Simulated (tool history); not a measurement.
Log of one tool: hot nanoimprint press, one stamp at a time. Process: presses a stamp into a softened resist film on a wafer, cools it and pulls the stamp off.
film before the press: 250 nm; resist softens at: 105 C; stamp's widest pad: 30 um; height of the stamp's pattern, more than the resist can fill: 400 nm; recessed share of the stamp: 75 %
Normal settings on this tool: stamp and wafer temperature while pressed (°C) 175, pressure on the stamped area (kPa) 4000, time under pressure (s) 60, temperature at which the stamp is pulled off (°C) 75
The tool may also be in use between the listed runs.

run	day	stamp and wafer temperature while pressed (°C)	pressure on the stamped area (kPa)	time under pressure (s)	temperature at which the stamp is pulled off (°C)	resist left under the stamp's widest pad (Å)	greatest force while the stamp is pulled off (N)
1	0	175	4000	60	75	1019	174
# day 2.2: stamp cleaned and given a new release coat
2	2.533	175	4000	60	75	1025	168
3	4.55	175	4000	60	75	1019	181
4	6.088	175	4000	60	75	1020	170
5	9.271	175	4000	58	75	1043	186
# day 9.829: plate thermocouple calibrated
6	11.288	175	4000	58	77	1015	173
7	13.875	175	4000	58	77	1024	180
# day 15.575: stamp cleaned and given a new release coat
8	16.617	175	4000	58	77	1016	172
9	19.608	175	4000	58	77	1032	170
10	22.867	183	4000	60	75	748	177
11	25.288	183	4000	60	75	746	184
# day 28.754: stamp cleaned and given a new release coat
12	28.754	175	4000	60	75	1013	176
13	30.604	175	4000	60	75	1010	176
# day 30.925: plate thermocouple calibrated
14	33.838	175	4000	72	75	960	179
15	36.775	175	2860	60	75	1228	178
16	39.096	174	4000	60	80	1052	161

What will run 17 give?
# day 40.808: press's hydraulic seals changed and the load cell set to zero
# day 42.383: stamp cleaned and given a new release coat
17	42.75	173	4000	117	72	?	?

{"run 17": {"resist left under the stamp's widest pad (Å)": 868, "greatest force while the stamp is pulled off (N)": 186}}
If the tool had no hidden condition, the same run with the same run-to-run variation would have returned resist left under the stamp's widest pad (Å) 869, greatest force while the stamp is pulled off (N) 186.

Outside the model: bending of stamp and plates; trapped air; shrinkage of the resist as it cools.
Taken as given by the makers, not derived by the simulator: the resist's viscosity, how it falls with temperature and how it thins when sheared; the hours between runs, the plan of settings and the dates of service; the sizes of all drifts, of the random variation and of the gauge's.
